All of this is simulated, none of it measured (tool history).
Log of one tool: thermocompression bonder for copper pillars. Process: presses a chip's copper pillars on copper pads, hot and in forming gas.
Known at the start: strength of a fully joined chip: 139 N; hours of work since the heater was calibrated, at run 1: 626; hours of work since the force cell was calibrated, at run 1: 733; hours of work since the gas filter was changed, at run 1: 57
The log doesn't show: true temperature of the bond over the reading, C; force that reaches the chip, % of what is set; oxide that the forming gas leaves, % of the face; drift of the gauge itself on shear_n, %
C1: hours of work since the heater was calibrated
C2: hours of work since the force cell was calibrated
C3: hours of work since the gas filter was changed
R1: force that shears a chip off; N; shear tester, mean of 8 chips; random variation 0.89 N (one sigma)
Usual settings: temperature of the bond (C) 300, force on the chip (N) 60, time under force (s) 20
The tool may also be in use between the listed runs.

run 1 day=0.000 | temperature_of_the_bond_(C)=300 force_on_the_chip_(N)=60 time_under_force_(s)=20 | C1=626 C2=733 C3=57 | R1=67.2
run 2 day=1.221 | temperature_of_the_bond_(C)=300 force_on_the_chip_(N)=45 time_under_force_(s)=20 | C1=649 C2=757 C3=80 | R1=51.1
run 3 day=2.883 | temperature_of_the_bond_(C)=300 force_on_the_chip_(N)=60 time_under_force_(s)=45 | C1=681 C2=789 C3=112 | R1=84.5
run 4 day=4.433 | temperature_of_the_bond_(C)=300 force_on_the_chip_(N)=60 time_under_force_(s)=13 | C1=711 C2=818 C3=142 | R1=55.4
run 5 day=6.004 | temperature_of_the_bond_(C)=300 force_on_the_chip_(N)=60 time_under_force_(s)=13 | C1=741 C2=848 C3=172 | R1=54.8
run 6 day=6.933 | temperature_of_the_bond_(C)=300 force_on_the_chip_(N)=60 time_under_force_(s)=13 | C1=759 C2=866 C3=190 | R1=54.6
run 7 day=8.417 | temperature_of_the_bond_(C)=300 force_on_the_chip_(N)=60 time_under_force_(s)=13 | C1=787 C2=895 C3=218 | R1=52.7
run 8 day=9.408 | temperature_of_the_bond_(C)=300 force_on_the_chip_(N)=60 time_under_force_(s)=13 | C1=806 C2=914 C3=237 | R1=52.4
run 9 day=10.946 | temperature_of_the_bond_(C)=300 force_on_the_chip_(N)=60 time_under_force_(s)=13 | C1=836 C2=943 C3=267 | R1=53.0
run 10 day=12.442 | temperature_of_the_bond_(C)=300 force_on_the_chip_(N)=60 time_under_force_(s)=20 | C1=864 C2=972 C3=296 | R1=60.4
run 11 day=13.575 | temperature_of_the_bond_(C)=300 force_on_the_chip_(N)=60 time_under_force_(s)=20 | C1=886 C2=994 C3=317 | R1=59.6
run 12 day=15.429 | temperature_of_the_bond_(C)=273 force_on_the_chip_(N)=60 time_under_force_(s)=20 | C1=922 C2=1029 C3=353 | R1=41.5
run 13 day=16.500 | temperature_of_the_bond_(C)=273 force_on_the_chip_(N)=60 time_under_force_(s)=20 | C1=942 C2=1050 C3=373 | R1=42.6
-- day=16.996 heater calibrated with a thermocouple chip
run 14 day=17.658 | temperature_of_the_bond_(C)=273 force_on_the_chip_(N)=60 time_under_force_(s)=20 | C1=13 C2=1070 C3=394 | R1=38.9
run 15 day=18.908 | temperature_of_the_bond_(C)=295 force_on_the_chip_(N)=60 time_under_force_(s)=23 | C1=37 C2=1094 C3=418 | R1=52.2
run 16 day=20.712 | temperature_of_the_bond_(C)=315 force_on_the_chip_(N)=60 time_under_force_(s)=20 | C1=71 C2=1129 C3=453 | R1=62.8
-- day=20.829 forming gas filter changed
run 17 day=22.012 | temperature_of_the_bond_(C)=301 force_on_the_chip_(N)=80 time_under_force_(s)=16 | C1=96 C2=1153 C3=23 | R1=71.0
run 18 day=23.267 | temperature_of_the_bond_(C)=300 force_on_the_chip_(N)=89 time_under_force_(s)=23 | C1=120 C2=1177 C3=47 | R1=82.9
run 19 day=24.742 | temperature_of_the_bond_(C)=300 force_on_the_chip_(N)=57 time_under_force_(s)=32 | C1=148 C2=1206 C3=75 | R1=65.2
run 20 day=25.704 | temperature_of_the_bond_(C)=287 force_on_the_chip_(N)=47 time_under_force_(s)=32 | C1=167 C2=1224 C3=93 | R1=46.3
run 21 day=27.612 | temperature_of_the_bond_(C)=327 force_on_the_chip_(N)=60 time_under_force_(s)=20 | C1=203 C2=1261 C3=130 | R1=75.8
-- day=27.954 heater calibrated with a thermocouple chip, once more
run 22 day=28.850 | temperature_of_the_bond_(C)=309 force_on_the_chip_(N)=60 time_under_force_(s)=27 | C1=17 C2=1283 C3=152 | R1=83.4
run 23 day=30.304 | temperature_of_the_bond_(C)=295 force_on_the_chip_(N)=60 time_under_force_(s)=20 | C1=45 C2=1311 C3=180 | R1=66.3
run 24 day=32.062 | temperature_of_the_bond_(C)=300 force_on_the_chip_(N)=42 time_under_force_(s)=33 | C1=79 C2=1344 C3=214 | R1=60.4
run 25 day=33.946 | temperature_of_the_bond_(C)=301 force_on_the_chip_(N)=42 time_under_force_(s)=48 | C1=115 C2=1381 C3=250 | R1=68.9
run 26 day=35.229 | temperature_of_the_bond_(C)=301 force_on_the_chip_(N)=42 time_under_force_(s)=48 | C1=139 C2=1405 C3=275 | R1=68.3

Some steps in R1 between neighbouring runs. How much of each would the tool show without its hidden state too (settings, what came in, random variation), and how much is left for the hidden state, with any gauge scatter that isn't in both results?
Run 2 -> 3: force on the chip (N) 45 -> 60, time under force (s) 20 -> 45. R1 +33.4 N: hidden state -2.9, all else +36.3.
Run 16 -> 17: temperature of the bond (C) 315 -> 301, force on the chip (N) 60 -> 80, time under force (s) 20 -> 16, forming gas filter changed. R1 +8.2 N: hidden state +6.8, all else +1.4.
Run 20 -> 21: temperature of the bond (C) 287 -> 327, force on the chip (N) 47 -> 60, time under force (s) 32 -> 20. R1 +29.5 N: hidden state -2.7, all else +32.2.
Run 21 -> 22: temperature of the bond (C) 327 -> 309, time under force (s) 20 -> 27, heater calibrated with a thermocouple chip, once more. R1 +7.6 N: hidden state +12.7, all else -5.1.

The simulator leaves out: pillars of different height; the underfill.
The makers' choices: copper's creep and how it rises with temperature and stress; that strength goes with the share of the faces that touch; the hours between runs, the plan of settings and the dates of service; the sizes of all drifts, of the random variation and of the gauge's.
